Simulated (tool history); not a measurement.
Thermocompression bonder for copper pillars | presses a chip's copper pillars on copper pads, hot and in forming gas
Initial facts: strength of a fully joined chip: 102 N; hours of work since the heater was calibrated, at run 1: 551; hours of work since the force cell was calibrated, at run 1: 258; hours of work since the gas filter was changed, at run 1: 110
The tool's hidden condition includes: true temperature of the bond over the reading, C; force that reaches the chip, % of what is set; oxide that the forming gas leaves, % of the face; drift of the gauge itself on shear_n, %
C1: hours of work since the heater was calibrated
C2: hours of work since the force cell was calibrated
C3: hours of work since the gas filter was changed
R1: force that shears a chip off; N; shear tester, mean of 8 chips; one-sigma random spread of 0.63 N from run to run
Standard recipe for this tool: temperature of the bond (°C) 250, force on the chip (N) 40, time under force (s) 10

Run 1, hour 0: usual settings; C1 551; C2 258; C3 110. Result: R1 60.8 N.
Run 2, hour 15.5: usual settings but temperature of the bond (°C) 252; C1 563; C2 270; C3 122. Result: R1 60.7 N.
Run 3, hour 30.4: usual settings but temperature of the bond (°C) 252; C1 574; C2 281; C3 133. Result: R1 60.7 N.
Run 4, hour 37.6: usual settings but temperature of the bond (°C) 252; C1 579; C2 286; C3 138. Result: R1 61.8 N.
Run 5, hour 46.5: usual settings but temperature of the bond (°C) 253; C1 586; C2 293; C3 145. Result: R1 62.3 N.
Run 6, hour 58.6: usual settings but temperature of the bond (°C) 253, time under force (s) 19; C1 595; C2 302; C3 154. Result: R1 72.6 N.
Run 7, hour 73.3: usual settings but temperature of the bond (°C) 253, time under force (s) 19; C1 606; C2 313; C3 165. Result: R1 73.3 N.
Run 8, hour 83.6: usual settings but temperature of the bond (°C) 256, time under force (s) 7; C1 614; C2 321; C3 173. Result: R1 56.5 N.
At hour 86.7: forming gas filter changed.
Run 9, hour 97.9: usual settings but temperature of the bond (°C) 256, time under force (s) 7; C1 625; C2 332; C3 8. Result: R1 57.7 N.
Run 10, hour 110.7: usual settings but temperature of the bond (°C) 221, force on the chip (N) 44, time under force (s) 7; C1 634; C2 341; C3 18. Result: R1 42.1 N.

Branching from run 10: 4 alternative next runs. What would each branch give?
Run A, hour 119.6: usual settings but time under force (s) 7; C1 641; C2 348; C3 25. Result: R1 ?.
Run B, hour 119.6: usual settings but time under force (s) 8; C1 641; C2 348; C3 25. Result: R1 ?.
Run C, hour 119.6: usual settings but temperature of the bond (°C) 228, force on the chip (N) 58, time under force (s) 7; C1 641; C2 348; C3 25. Result: R1 ?.
Run D, hour 119.6: usual settings but temperature of the bond (°C) 269, force on the chip (N) 47; C1 641; C2 348; C3 25. Result: R1 ?.

run    R1
  A  54.1
  B  55.8
  C  59.7
  D  77.6
Without the tool's hidden state the same runs would have given:
run    R1
  A  53.9
  B  55.6
  C  59.5
  D  77.5

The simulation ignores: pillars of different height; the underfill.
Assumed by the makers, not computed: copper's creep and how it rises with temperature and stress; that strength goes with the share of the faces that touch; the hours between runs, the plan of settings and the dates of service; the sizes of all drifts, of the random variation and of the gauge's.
